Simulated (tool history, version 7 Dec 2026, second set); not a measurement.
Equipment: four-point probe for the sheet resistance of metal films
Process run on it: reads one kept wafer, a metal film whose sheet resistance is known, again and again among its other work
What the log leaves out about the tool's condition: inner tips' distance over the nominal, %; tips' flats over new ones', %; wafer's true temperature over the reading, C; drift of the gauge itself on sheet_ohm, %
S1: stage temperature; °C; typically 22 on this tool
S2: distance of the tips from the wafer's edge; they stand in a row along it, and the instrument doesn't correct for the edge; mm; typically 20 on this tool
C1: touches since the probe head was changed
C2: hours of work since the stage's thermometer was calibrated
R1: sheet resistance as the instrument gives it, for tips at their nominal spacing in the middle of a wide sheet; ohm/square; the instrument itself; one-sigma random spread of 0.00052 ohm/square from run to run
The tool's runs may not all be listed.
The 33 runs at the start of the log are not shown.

run 34 hour=1012.8 | S1=25 S2=31 | C1=33072 C2=20 | R1=2.607269
run 35 hour=1044.2 | S1=25 S2=31 | C1=34080 C2=37 | R1=2.606684
run 36 hour=1084.5 | S1=21 S2=9 | C1=35377 C2=59 | R1=2.615302
run 37 hour=1113.6 | S1=20 S2=43 | C1=36315 C2=75 | R1=2.613124
run 38 hour=1157.8 | S1=20 S2=43 | C1=37737 C2=99 | R1=2.612180
run 39 hour=1194.0 | S1=30 S2=56 | C1=38902 C2=118 | R1=2.601779
run 40 hour=1237.9 | S1=30 S2=39 | C1=40315 C2=142 | R1=2.602656
run 41 hour=1258.8 | S1=30 S2=39 | C1=40987 C2=153 | R1=2.600914
run 42 hour=1278.6 | S1=23 S2=39 | C1=41623 C2=164 | R1=2.609276
run 43 hour=1319.4 | S1=23 S2=39 | C1=42938 C2=186 | R1=2.608934
run 44 hour=1341.6 | S1=25 S2=4 | C1=43653 C2=198 | R1=2.627760

4 ways to go on from here, each from the tool as it stands after run 44. What would each give?
run A hour=1368.7 | S1=24 S2=4 | C1=44523 C2=213 | R1=?
run B hour=1368.7 | S1=19 S2=69 | C1=44523 C2=213 | R1=?
run C hour=1368.7 | S1=32 S2=38 | C1=44523 C2=213 | R1=?
run D hour=1368.7 | S1=24 S2=14 | C1=44523 C2=213 | R1=?

run=A R1=2.629755
run=B R1=2.614146
run=C R1=2.599940
run=D R1=2.610119
With the hidden condition removed and each run's random variation left untouched, the same runs would have given:
run=A R1=2.629656
run=B R1=2.614047
run=C R1=2.599842
run=D R1=2.610021
